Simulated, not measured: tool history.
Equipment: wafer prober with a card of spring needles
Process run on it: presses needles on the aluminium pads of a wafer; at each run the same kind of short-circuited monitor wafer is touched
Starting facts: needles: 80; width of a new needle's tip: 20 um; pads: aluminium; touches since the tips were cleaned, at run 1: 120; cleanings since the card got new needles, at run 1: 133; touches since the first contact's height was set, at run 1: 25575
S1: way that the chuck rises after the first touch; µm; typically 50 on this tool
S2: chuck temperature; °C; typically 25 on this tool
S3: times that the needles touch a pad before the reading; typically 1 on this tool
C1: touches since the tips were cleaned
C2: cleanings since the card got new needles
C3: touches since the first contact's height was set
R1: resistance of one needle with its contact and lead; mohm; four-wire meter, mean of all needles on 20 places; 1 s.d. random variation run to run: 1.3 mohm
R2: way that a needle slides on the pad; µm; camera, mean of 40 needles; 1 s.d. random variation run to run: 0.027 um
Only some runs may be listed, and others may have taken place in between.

Run 1, day 0.000: usual settings; C1 120; C2 133; C3 25575. Result: R1 176 mohm, R2 6.43 µm.
At day 0.588: tips cleaned on abrasive film.
At day 1.217: tips cleaned on abrasive film.
At day 1.792: tips cleaned on abrasive film.
Run 2, day 1.792: usual settings but S1 66 µm; C1 0; C2 136; C3 48148. Result: R1 128 mohm, R2 8.41 µm.
At day 2.421: tips cleaned on abrasive film.
At day 2.925: tips cleaned on abrasive film.
At day 3.529: tips cleaned on abrasive film.
At day 4.121: tips cleaned on abrasive film.
Run 3, day 4.121: usual settings but S1 66 µm, S3 2; C1 0; C2 140; C3 77493. Result: R1 126 mohm, R2 8.45 µm.
At day 4.750: tips cleaned on abrasive film.
At day 5.367: tips cleaned on abrasive film.
Run 4, day 5.379: usual settings; C1 180; C2 142; C3 93376. Result: R1 171 mohm, R2 6.33 µm.
At day 5.883: tips cleaned on abrasive film.
At day 6.517: tips cleaned on abrasive film.
At day 7.096: tips cleaned on abrasive film.
At day 7.475: tips cleaned on abrasive film, once more.
Run 5, day 7.692: usual settings; C1 2732; C2 146; C3 122514. Result: R1 424 mohm, R2 6.31 µm.
At day 8.062: tips cleaned on abrasive film.
At day 8.654: tips cleaned on abrasive film.
At day 9.208: tips cleaned on abrasive film.
Run 6, day 9.208: usual settings; C1 0; C2 149; C3 141598. Result: R1 154 mohm, R2 6.24 µm.
At day 9.712: tips cleaned on abrasive film.
At day 10.233: tips cleaned on abrasive film.
Run 7, day 10.233: usual settings; C1 0; C2 151; C3 154497. Result: R1 167 mohm, R2 6.26 µm.
At day 10.850: tips cleaned on abrasive film.
At day 10.862: height of the first contact set anew.
Run 8, day 11.312: usual settings but S1 69 µm, S2 43 °C; C1 5705; C2 152; C3 5705. Result: R1 357 mohm, R2 8.94 µm.
At day 11.417: tips cleaned on abrasive film.
At day 11.992: tips cleaned on abrasive film.
At day 12.592: tips cleaned on abrasive film.
Run 9, day 13.038: usual settings but S1 49 µm, S2 43 °C; C1 5667; C2 155; C3 27446. Result: R1 560 mohm, R2 6.28 µm.
At day 13.167: tips cleaned on abrasive film.
At day 13.750: tips cleaned on abrasive film.
At day 14.354: tips cleaned on abrasive film.
Run 10, day 14.625: usual settings but S1 43 µm, S2 108 °C; C1 3443; C2 158; C3 47425. Result: R1 527 mohm, R2 5.47 µm.
At day 14.975: tips cleaned on abrasive film.
At day 15.575: tips cleaned on abrasive film.
Run 11, day 15.767: usual settings but S1 60 µm, S2 30 °C, S3 3; C1 2440; C2 160; C3 61840. Result: R1 192 mohm, R2 7.71 µm.
At day 16.150: tips cleaned on abrasive film.
At day 16.742: tips cleaned on abrasive film.
Run 12, day 17.242: usual settings but S1 35 µm, S2 60 °C, S3 2; C1 6348; C2 162; C3 80437. Result: R1 705 mohm, R2 4.45 µm.
At day 17.375: tips cleaned on abrasive film.
At day 17.942: tips cleaned on abrasive film.
At day 18.542: tips cleaned on abrasive film.
Run 13, day 18.925: usual settings but S1 38 µm, S2 54 °C, S3 2; C1 4891; C2 165; C3 101669. Result: R1 532 mohm, R2 4.79 µm.
At day 19.162: tips cleaned on abrasive film.
At day 19.792: tips cleaned on abrasive film.
At day 20.421: tips cleaned on abrasive film.
Run 14, day 20.504: usual settings but S1 52 µm, S2 46 °C; C1 1032; C2 168; C3 121516. Result: R1 265 mohm, R2 6.60 µm.

What if the next run were any one of these 4? Each begins from the tool's condition after run 14:
At day 20.962: tips cleaned on abrasive film.
At day 21.538: tips cleaned on abrasive film.
At day 22.046: tips cleaned on abrasive film.
Run A, day 22.275: usual settings but S2 68 °C; C1 2921; C2 171; C3 143849. Result: R1 ?, R2 ?.
At day 20.962: tips cleaned on abrasive film.
At day 21.538: tips cleaned on abrasive film.
At day 22.046: tips cleaned on abrasive film.
Run B, day 22.275: usual settings but S1 55 µm, S2 46 °C; C1 2921; C2 171; C3 143849. Result: R1 ?, R2 ?.
At day 20.962: tips cleaned on abrasive film.
At day 21.538: tips cleaned on abrasive film.
At day 22.046: tips cleaned on abrasive film.
Run C, day 22.275: usual settings but S1 52 µm, S2 43 °C; C1 2921; C2 171; C3 143849. Result: R1 ?, R2 ?.
At day 20.962: tips cleaned on abrasive film.
At day 21.538: tips cleaned on abrasive film.
At day 22.046: tips cleaned on abrasive film.
Run D, day 22.275: usual settings but S1 30 µm, S2 46 °C, S3 2; C1 2921; C2 171; C3 143849. Result: R1 ?, R2 ?.

run   R1    R2
  A  461  6.32
  B  405  6.95
  C  440  6.56
  D  716  3.72
Had the tool no hidden state, the same runs would have come out as:
run   R1    R2
  A  120  6.48
  B  114  7.11
  C  115  6.72
  D  128  3.88
